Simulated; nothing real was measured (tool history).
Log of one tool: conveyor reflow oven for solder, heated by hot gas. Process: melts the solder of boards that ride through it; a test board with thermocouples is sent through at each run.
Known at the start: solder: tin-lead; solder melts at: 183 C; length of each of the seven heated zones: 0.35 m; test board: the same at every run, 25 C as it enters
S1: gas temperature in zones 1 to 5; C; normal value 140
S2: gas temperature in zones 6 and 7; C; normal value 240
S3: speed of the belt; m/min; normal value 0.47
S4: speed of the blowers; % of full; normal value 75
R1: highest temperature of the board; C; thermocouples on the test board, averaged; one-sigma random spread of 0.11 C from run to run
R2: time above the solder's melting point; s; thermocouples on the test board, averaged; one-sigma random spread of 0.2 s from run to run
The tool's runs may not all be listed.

Run 1, hour 0: usual settings. Result: R1 230.1 C, R2 78.5 s.
Run 2, hour 8.9: usual settings. Result: R1 229.9 C, R2 78.6 s.
Run 3, hour 13: usual settings but S2 241 C. Result: R1 230.8 C, R2 79.1 s.
Run 4, hour 20.7: usual settings but S3 0.542 m/min. Result: R1 225.6 C, R2 64.7 s.
Run 5, hour 25: usual settings but S3 0.542 m/min. Result: R1 225.8 C, R2 65.1 s.
Run 6, hour 32.5: usual settings. Result: R1 230 C, R2 78.5 s.
Run 7, hour 37.7: usual settings but S1 148 C. Result: R1 231.2 C, R2 82.1 s.
Run 8, hour 44.3: usual settings but S1 148 C. Result: R1 231 C, R2 82.2 s.
Run 9, hour 48.7: usual settings but S3 0.477 m/min, S4 52 % of full. Result: R1 224.7 C, R2 72.9 s.
Run 10, hour 58.8: usual settings but S2 230 C, S3 0.409 m/min. Result: R1 224.1 C, R2 86.6 s.
Run 11, hour 66: usual settings but S2 230 C, S3 0.409 m/min. Result: R1 224 C, R2 86.5 s.
Run 12, hour 73.7: usual settings but S4 80 % of full. Result: R1 230.7 C, R2 78.6 s.
Run 13, hour 83.3: usual settings but S1 137 C, S3 0.528 m/min, S4 80 % of full. Result: R1 227.1 C, R2 66.5 s.
Run 14, hour 92.2: usual settings but S1 153 C, S2 247 C, S3 0.528 m/min, S4 80 % of full. Result: R1 235.6 C, R2 77.2 s.
Run 15, hour 98: usual settings but S1 139 C, S2 247 C, S3 0.528 m/min, S4 80 % of full. Result: R1 233.6 C, R2 71.1 s.
Run 16, hour 107.4: usual settings but S1 151 C, S3 0.516 m/min, S4 63 % of full. Result: R1 226.8 C, R2 73.4 s.

Consider 3 possible next runs. They are alternatives, not a sequence: every one starts from the tool as it was left by run 16. What does each give?
Run A, hour 114.9: usual settings but S1 149 C. Result: R1 ?, R2 ?.
Run B, hour 114.9: usual settings but S1 148 C, S3 0.516 m/min, S4 55 % of full. Result: R1 ?, R2 ?.
Run C, hour 114.9: usual settings but S4 57 % of full. Result: R1 ?, R2 ?.

run     R1    R2
  A  230.9  82.6
  B  224.4  70.4
  C  226.6  75.8
Take away the tool's hidden state, keep each run's random variation, and the runs would have read:
run     R1    R2
  A  229.7  81.7
  B  223.3  69.5
  C  225.4  74.8
